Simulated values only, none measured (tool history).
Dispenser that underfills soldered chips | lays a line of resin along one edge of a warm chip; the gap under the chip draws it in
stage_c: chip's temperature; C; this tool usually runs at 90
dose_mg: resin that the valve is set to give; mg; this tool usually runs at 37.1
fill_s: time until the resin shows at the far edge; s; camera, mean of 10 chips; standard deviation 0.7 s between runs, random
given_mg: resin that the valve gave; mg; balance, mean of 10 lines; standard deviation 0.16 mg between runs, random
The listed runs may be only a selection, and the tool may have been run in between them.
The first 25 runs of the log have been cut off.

| run | hour | stage_c | dose_mg | fill_s | given_mg |
|---|---|---|---|---|---|
|  | 222.1 | dispensing valve cleaned and set on the balance |
|  | 225.2 | new syringe of resin |
| 26 | 225.8 | 79 | 32.6 | 102.2 | 32.5 |
|  | 234.2 | new syringe of resin |
| 27 | 235.9 | 85 | 40.3 | 89.2 | 40 |
|  | 243.9 | new syringe of resin |
| 28 | 249.3 | 83 | 43.4 | 112.3 | 42.86 |
|  | 253.6 | new syringe of resin |
| 29 | 260.4 | 90 | 39.2 | 96.3 | 38.35 |
|  | 262.7 | new syringe of resin |
| 30 | 267.4 | 84 | 44.3 | 105.1 | 43.34 |
|  | 271.9 | new syringe of resin |
|  | 281.4 | new syringe of resin |
| 31 | 281.7 | 100 | 40.3 | 51.1 | 39.17 |
|  | 290.9 | new syringe of resin |
| 32 | 293.6 | 82 | 37.1 | 107.6 | 35.84 |
|  | 300.8 | new syringe of resin |
| 33 | 305.3 | 82 | 37.1 | 114 | 35.56 |
|  | 310 | new syringe of resin |
| 34 | 316.1 | 83 | 41.2 | 119.8 | 39.17 |

Predict each of these 3 candidate next runs independently; none follows another, all start after run 34:
|  | 319.7 | new syringe of resin |
|  | 328.9 | new syringe of resin |
| A | 328.9 | 84 | 37.1 | ? | ? |
|  | 319.7 | new syringe of resin |
|  | 328.9 | new syringe of resin |
| B | 328.9 | 82 | 37.1 | ? | ? |
|  | 319.7 | new syringe of resin |
|  | 328.9 | new syringe of resin |
| C | 328.9 | 85 | 36.6 | ? | ? |

| run | fill_s | given_mg |
|---|---|---|
| A | 85.5 | 35.26 |
| B | 90.9 | 35.16 |
| C | 85 | 34.76 |
Stripped of hidden state, with their random variation kept, the same runs would have yielded:
| run | fill_s | given_mg |
|---|---|---|
| A | 77.6 | 37.17 |
| B | 82.4 | 37.06 |
| C | 77.3 | 36.64 |
